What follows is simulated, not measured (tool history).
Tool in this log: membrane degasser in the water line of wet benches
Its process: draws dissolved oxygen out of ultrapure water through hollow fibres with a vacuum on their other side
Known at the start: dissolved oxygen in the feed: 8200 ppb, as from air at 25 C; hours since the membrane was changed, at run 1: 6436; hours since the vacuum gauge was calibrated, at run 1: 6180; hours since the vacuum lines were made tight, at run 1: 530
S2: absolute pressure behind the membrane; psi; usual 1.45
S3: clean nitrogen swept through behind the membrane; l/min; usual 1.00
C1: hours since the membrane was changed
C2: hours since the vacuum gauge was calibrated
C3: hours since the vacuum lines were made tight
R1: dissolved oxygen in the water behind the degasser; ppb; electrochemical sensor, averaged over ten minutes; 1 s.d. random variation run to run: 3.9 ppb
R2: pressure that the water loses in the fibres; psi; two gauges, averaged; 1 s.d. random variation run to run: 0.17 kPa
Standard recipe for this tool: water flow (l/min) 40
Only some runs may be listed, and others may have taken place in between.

run 1 hour=0.0 | water_flow_(l/min)=40 S2=1.45 S3=1.00 | C1=6436 C2=6180 C3=530 | R1=605.5 R2=10.034
run 2 hour=128.7 | water_flow_(l/min)=42 S2=1.45 S3=1.00 | C1=6564 C2=6309 C3=659 | R1=624.4 R2=10.563
run 3 hour=424.1 | water_flow_(l/min)=42 S2=1.45 S3=1.00 | C1=6860 C2=6605 C3=954 | R1=628.9 R2=10.594
run 4 hour=666.0 | water_flow_(l/min)=42 S2=1.45 S3=1.00 | C1=7102 C2=6846 C3=1196 | R1=632.4 R2=10.627
run 5 hour=791.7 | water_flow_(l/min)=40 S2=1.45 S3=1.00 | C1=7227 C2=6972 C3=1322 | R1=603.9 R2=10.116
run 6 hour=1011.7 | water_flow_(l/min)=40 S2=1.45 S3=0.49 | C1=7447 C2=7192 C3=1542 | R1=981.6 R2=10.154
run 7 hour=1241.1 | water_flow_(l/min)=40 S2=1.45 S3=0.49 | C1=7677 C2=7422 C3=1771 | R1=978.0 R2=10.113
run 8 hour=1410.7 | water_flow_(l/min)=44 S2=1.45 S3=1.00 | C1=7846 C2=7591 C3=1940 | R1=659.1 R2=11.161
run 9 hour=1660.0 | water_flow_(l/min)=40 S2=1.45 S3=2.95 | C1=8096 C2=7840 C3=2190 | R1=267.5 R2=10.140
run 10 hour=1853.1 | water_flow_(l/min)=40 S2=1.45 S3=0.53 | C1=8289 C2=8034 C3=2383 | R1=947.4 R2=10.196
-- hour=2104.6 membrane cartridge changed
run 11 hour=2142.5 | water_flow_(l/min)=40 S2=2.80 S3=0.53 | C1=38 C2=8319 C3=2668 | R1=1850.1 R2=9.646
run 12 hour=2358.6 | water_flow_(l/min)=40 S2=2.80 S3=0.53 | C1=254 C2=8535 C3=2884 | R1=1856.7 R2=9.660
run 13 hour=2653.1 | water_flow_(l/min)=40 S2=2.80 S3=0.53 | C1=549 C2=8830 C3=3179 | R1=1847.9 R2=9.664
-- hour=2813.8 vacuum gauge calibrated
run 14 hour=2813.8 | water_flow_(l/min)=40 S2=2.80 S3=0.53 | C1=709 C2=0 C3=3339 | R1=1898.2 R2=9.758
run 15 hour=2959.7 | water_flow_(l/min)=32 S2=2.80 S3=0.53 | C1=855 C2=146 C3=3485 | R1=1626.5 R2=7.806
-- hour=3017.5 seals of the vacuum lines changed
run 16 hour=3254.3 | water_flow_(l/min)=40 S2=1.45 S3=1.00 | C1=1147 C2=438 C3=237 | R1=649.1 R2=9.748
-- hour=3504.5 vacuum gauge calibrated, once more
run 17 hour=3504.5 | water_flow_(l/min)=59 S2=1.45 S3=1.00 | C1=1397 C2=0 C3=487 | R1=731.1 R2=14.362

Forecast run 18:
run 18 hour=3758.1 | water_flow_(l/min)=58 S2=1.45 S3=1.00 | C1=1651 C2=254 C3=740 | R1=? R2=?

R1: 728.3 ppb
R2: 14.150 psi
With the hidden condition absent and the run-to-run variation left alone, this run would have shown R1 723.0 ppb, R2 14.009 psi.

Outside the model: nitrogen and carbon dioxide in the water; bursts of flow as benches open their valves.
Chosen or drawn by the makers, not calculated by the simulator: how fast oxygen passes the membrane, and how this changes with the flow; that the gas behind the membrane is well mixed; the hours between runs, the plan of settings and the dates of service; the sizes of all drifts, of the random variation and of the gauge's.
